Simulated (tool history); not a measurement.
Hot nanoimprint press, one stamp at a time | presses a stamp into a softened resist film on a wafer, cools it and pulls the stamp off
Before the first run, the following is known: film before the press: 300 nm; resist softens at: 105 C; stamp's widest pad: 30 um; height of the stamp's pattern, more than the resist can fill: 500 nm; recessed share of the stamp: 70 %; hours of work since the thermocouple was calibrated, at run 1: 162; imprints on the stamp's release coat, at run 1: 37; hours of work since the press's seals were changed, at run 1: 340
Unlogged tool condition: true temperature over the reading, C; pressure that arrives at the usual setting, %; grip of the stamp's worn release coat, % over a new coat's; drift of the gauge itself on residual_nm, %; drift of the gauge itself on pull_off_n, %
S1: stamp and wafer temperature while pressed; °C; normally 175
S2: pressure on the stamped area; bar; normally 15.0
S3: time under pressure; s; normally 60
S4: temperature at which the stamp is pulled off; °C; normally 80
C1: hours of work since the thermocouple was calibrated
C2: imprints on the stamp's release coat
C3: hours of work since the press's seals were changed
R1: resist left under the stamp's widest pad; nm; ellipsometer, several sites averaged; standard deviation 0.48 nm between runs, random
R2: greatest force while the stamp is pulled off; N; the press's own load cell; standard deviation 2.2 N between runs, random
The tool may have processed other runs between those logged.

Run 1, day 0.000: usual settings; C1 162; C2 37; C3 340. Result: R1 157.1 nm, R2 175 N.
Run 2, day 2.096: usual settings; C1 201; C2 305; C3 380. Result: R1 158.0 nm, R2 188 N.
Run 3, day 4.133: usual settings; C1 240; C2 566; C3 418. Result: R1 158.6 nm, R2 205 N.
At day 4.825: stamp cleaned and given a new release coat.
Run 4, day 7.467: usual settings; C1 298; C2 338; C3 477. Result: R1 160.3 nm, R2 193 N.
Run 5, day 9.192: usual settings; C1 331; C2 558; C3 509. Result: R1 159.8 nm, R2 203 N.
At day 9.892: stamp cleaned and given a new release coat.
Run 6, day 12.467: usual settings; C1 388; C2 329; C3 566. Result: R1 162.5 nm, R2 191 N.
At day 14.971: stamp cleaned and given a new release coat.
Run 7, day 16.117: usual settings but S2 11.8 bar; C1 453; C2 146; C3 631. Result: R1 181.5 nm, R2 177 N.
At day 18.021: plate thermocouple calibrated.
At day 19.046: press's hydraulic seals changed and the load cell set to zero.
Run 8, day 19.442: usual settings but S2 11.8 bar; C1 21; C2 513; C3 8. Result: R1 185.4 nm, R2 206 N.
At day 20.542: stamp cleaned and given a new release coat.
Run 9, day 21.675: usual settings but S2 11.8 bar; C1 58; C2 145; C3 45. Result: R1 186.6 nm, R2 184 N.
Run 10, day 23.596: usual settings but S2 11.8 bar; C1 94; C2 390; C3 81. Result: R1 188.3 nm, R2 205 N.
At day 25.688: stamp cleaned and given a new release coat.
At day 26.096: plate thermocouple calibrated, once more.
Run 11, day 26.688: usual settings but S2 11.8 bar; C1 11; C2 112; C3 133. Result: R1 174.5 nm, R2 173 N.
Run 12, day 28.738: usual settings but S3 80 s; C1 50; C2 374; C3 172. Result: R1 142.5 nm, R2 189 N.
At day 30.888: stamp cleaned and given a new release coat.
Run 13, day 32.496: usual settings but S4 68 °C; C1 116; C2 205; C3 238. Result: R1 156.7 nm, R2 218 N.
Run 14, day 35.571: usual settings but S3 45 s; C1 175; C2 598; C3 296. Result: R1 174.3 nm, R2 208 N.
At day 36.117: stamp cleaned and given a new release coat.
Run 15, day 38.212: usual settings but S3 45 s; C1 220; C2 268; C3 342. Result: R1 174.2 nm, R2 190 N.

What will run 16 give?
At day 41.192: stamp cleaned and given a new release coat.
Run 16, day 41.538: usual settings but S1 171 °C, S3 113 s, S4 83 °C; C1 278; C2 45; C3 400. Result: R1 ?, R2 ?.

{"run 16": {"R1": 148.9, "R2": 165}}
With the hidden condition absent and the run-to-run variation left alone, this run would have shown R1 142.8 nm, R2 160 N.

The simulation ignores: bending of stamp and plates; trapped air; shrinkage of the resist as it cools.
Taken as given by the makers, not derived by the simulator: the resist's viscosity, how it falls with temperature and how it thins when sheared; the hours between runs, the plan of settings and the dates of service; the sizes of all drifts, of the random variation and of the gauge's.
